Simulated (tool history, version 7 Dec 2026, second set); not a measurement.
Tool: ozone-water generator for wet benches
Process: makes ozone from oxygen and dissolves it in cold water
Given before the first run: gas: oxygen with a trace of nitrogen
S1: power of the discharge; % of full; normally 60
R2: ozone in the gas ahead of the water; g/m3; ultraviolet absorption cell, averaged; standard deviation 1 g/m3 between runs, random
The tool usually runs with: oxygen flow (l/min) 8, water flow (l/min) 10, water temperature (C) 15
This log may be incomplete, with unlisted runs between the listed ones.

{"run": 1, "hour": 0.0, "S1": 60, "oxygen flow (l/min)": 8, "water flow (l/min)": 10, "water temperature (C)": 15, "dissolved ozone (ppm)": 36.3, "R2": 175.8}
{"run": 2, "hour": 44.7, "S1": 60, "oxygen flow (l/min)": 8, "water flow (l/min)": 10, "water temperature (C)": 15, "dissolved ozone (ppm)": 36.2, "R2": 177.1}
{"run": 3, "hour": 114.3, "S1": 60, "oxygen flow (l/min)": 8, "water flow (l/min)": 10, "water temperature (C)": 15, "dissolved ozone (ppm)": 36.2, "R2": 176.1}
{"hour": 164.2, "done": "water thermometer calibrated"}
{"run": 4, "hour": 169.5, "S1": 60, "oxygen flow (l/min)": 8, "water flow (l/min)": 10, "water temperature (C)": 9, "dissolved ozone (ppm)": 41, "R2": 176.2}
{"run": 5, "hour": 245.6, "S1": 62, "oxygen flow (l/min)": 8, "water flow (l/min)": 10, "water temperature (C)": 15, "dissolved ozone (ppm)": 37, "R2": 180.3}
{"run": 6, "hour": 300.5, "S1": 60, "oxygen flow (l/min)": 8, "water flow (l/min)": 13, "water temperature (C)": 15, "dissolved ozone (ppm)": 31.2, "R2": 176.4}
{"run": 7, "hour": 379.5, "S1": 60, "oxygen flow (l/min)": 8, "water flow (l/min)": 13, "water temperature (C)": 15, "dissolved ozone (ppm)": 31, "R2": 175.9}
{"run": 8, "hour": 463.7, "S1": 60, "oxygen flow (l/min)": 8, "water flow (l/min)": 9, "water temperature (C)": 15, "dissolved ozone (ppm)": 38, "R2": 176}
{"run": 9, "hour": 503.0, "S1": 60, "oxygen flow (l/min)": 8, "water flow (l/min)": 9, "water temperature (C)": 15, "dissolved ozone (ppm)": 37.9, "R2": 176.3}
{"run": 10, "hour": 581.3, "S1": 60, "oxygen flow (l/min)": 8, "water flow (l/min)": 9, "water temperature (C)": 15, "dissolved ozone (ppm)": 38, "R2": 176.4}
{"run": 11, "hour": 653.5, "S1": 60, "oxygen flow (l/min)": 8, "water flow (l/min)": 9, "water temperature (C)": 15, "dissolved ozone (ppm)": 37.8, "R2": 177.7}
{"run": 12, "hour": 726.2, "S1": 60, "oxygen flow (l/min)": 8, "water flow (l/min)": 10, "water temperature (C)": 15, "dissolved ozone (ppm)": 35.7, "R2": 172.8}
{"run": 13, "hour": 766.5, "S1": 60, "oxygen flow (l/min)": 8, "water flow (l/min)": 10, "water temperature (C)": 15, "dissolved ozone (ppm)": 36.3, "R2": 176.2}
{"run": 14, "hour": 832.0, "S1": 60, "oxygen flow (l/min)": 8, "water flow (l/min)": 10, "water temperature (C)": 15, "dissolved ozone (ppm)": 36.4, "R2": 176.4}
{"run": 15, "hour": 871.9, "S1": 54, "oxygen flow (l/min)": 8, "water flow (l/min)": 10, "water temperature (C)": 15, "dissolved ozone (ppm)": 32.4, "R2": 158.3}
{"run": 16, "hour": 929.9, "S1": 60, "oxygen flow (l/min)": 8, "water flow (l/min)": 10, "water temperature (C)": 15, "dissolved ozone (ppm)": 35.5, "R2": 177.7}
{"run": 17, "hour": 985.6, "S1": 60, "oxygen flow (l/min)": 8, "water flow (l/min)": 10, "water temperature (C)": 15, "dissolved ozone (ppm)": 36.2, "R2": 175.8}
{"run": 18, "hour": 1067.7, "S1": 60, "oxygen flow (l/min)": 8, "water flow (l/min)": 10, "water temperature (C)": 15, "dissolved ozone (ppm)": 36.5, "R2": 175.1}
{"run": 19, "hour": 1143.9, "S1": 99, "oxygen flow (l/min)": 5.43, "water flow (l/min)": 10, "water temperature (C)": 10, "dissolved ozone (ppm)": 62.4, "R2": 322.1}
{"run": 20, "hour": 1186.4, "S1": 79, "oxygen flow (l/min)": 9.15, "water flow (l/min)": 13, "water temperature (C)": 10, "dissolved ozone (ppm)": 44.9, "R2": 216.5}
{"run": 21, "hour": 1242.8, "S1": 60, "oxygen flow (l/min)": 4.43, "water flow (l/min)": 10, "water temperature (C)": 7, "dissolved ozone (ppm)": 40.8, "R2": 217.2}
{"run": 22, "hour": 1306.4, "S1": 56, "oxygen flow (l/min)": 11.12, "water flow (l/min)": 10, "water temperature (C)": 7, "dissolved ozone (ppm)": 40.1, "R2": 146}
{"run": 23, "hour": 1366.9, "S1": 56, "oxygen flow (l/min)": 11.12, "water flow (l/min)": 10, "water temperature (C)": 7, "dissolved ozone (ppm)": 39.8, "R2": 145.1}
{"run": 24, "hour": 1402.4, "S1": 77, "oxygen flow (l/min)": 13.51, "water flow (l/min)": 10, "water temperature (C)": 19, "dissolved ozone (ppm)": 39, "R2": 185.3}
{"run": 25, "hour": 1437.7, "S1": 77, "oxygen flow (l/min)": 13.51, "water flow (l/min)": 10, "water temperature (C)": 19, "dissolved ozone (ppm)": 39, "R2": 182.5}
{"run": 26, "hour": 1515.8, "S1": 65, "oxygen flow (l/min)": 8, "water flow (l/min)": 10, "water temperature (C)": 15, "dissolved ozone (ppm)": 38.9, "R2": 188}
{"run": 27, "hour": 1561.1, "S1": 65, "oxygen flow (l/min)": 8, "water flow (l/min)": 7, "water temperature (C)": 10, "dissolved ozone (ppm)": 52.1, "R2": 189.4}
{"run": 28, "hour": 1648.3, "S1": 60, "oxygen flow (l/min)": 4.23, "water flow (l/min)": 10, "water temperature (C)": 15, "dissolved ozone (ppm)": 35.6, "R2": 221.7}
{"run": 29, "hour": 1692.5, "S1": 60, "oxygen flow (l/min)": 4.23, "water flow (l/min)": 10, "water temperature (C)": 15, "dissolved ozone (ppm)": 35.8, "R2": 221.6}
{"run": 30, "hour": 1764.9, "S1": 43, "oxygen flow (l/min)": 8, "water flow (l/min)": 10, "water temperature (C)": 15, "dissolved ozone (ppm)": 26.2, "R2": 128}
{"run": 31, "hour": 1838.2, "S1": 43, "oxygen flow (l/min)": 8, "water flow (l/min)": 10, "water temperature (C)": 15, "dissolved ozone (ppm)": 26.4, "R2": 129}
{"run": 32, "hour": 1920.6, "S1": 59, "oxygen flow (l/min)": 6.88, "water flow (l/min)": 12, "water temperature (C)": 17, "dissolved ozone (ppm)": 31, "R2": 181.9}
{"run": 33, "hour": 1963.3, "S1": 49, "oxygen flow (l/min)": 14.28, "water flow (l/min)": 8, "water temperature (C)": 17, "dissolved ozone (ppm)": 28.6, "R2": 118.3}

Here are 3 independent what-if runs from the current tool condition. What would each one return?
{"run": "A", "hour": 2010.5, "S1": 60, "oxygen flow (l/min)": 13.64, "water flow (l/min)": 10, "water temperature (C)": 15, "dissolved ozone (ppm)": "?", "R2": "?"}
{"run": "B", "hour": 2010.5, "S1": 72, "oxygen flow (l/min)": 8, "water flow (l/min)": 14, "water temperature (C)": 9, "dissolved ozone (ppm)": "?", "R2": "?"}
{"run": "C", "hour": 2010.5, "S1": 49, "oxygen flow (l/min)": 14.28, "water flow (l/min)": 8, "water temperature (C)": 17, "dissolved ozone (ppm)": "?", "R2": "?"}

run=A dissolved_ozone_(ppm)=34.4 R2=145.2
run=B dissolved_ozone_(ppm)=39 R2=207.5
run=C dissolved_ozone_(ppm)=29 R2=117.5
With no hidden state in the tool, these same runs would have given:
run=A dissolved_ozone_(ppm)=34.4 R2=145.3
run=B dissolved_ozone_(ppm)=39 R2=207.7
run=C dissolved_ozone_(ppm)=29.1 R2=117.6

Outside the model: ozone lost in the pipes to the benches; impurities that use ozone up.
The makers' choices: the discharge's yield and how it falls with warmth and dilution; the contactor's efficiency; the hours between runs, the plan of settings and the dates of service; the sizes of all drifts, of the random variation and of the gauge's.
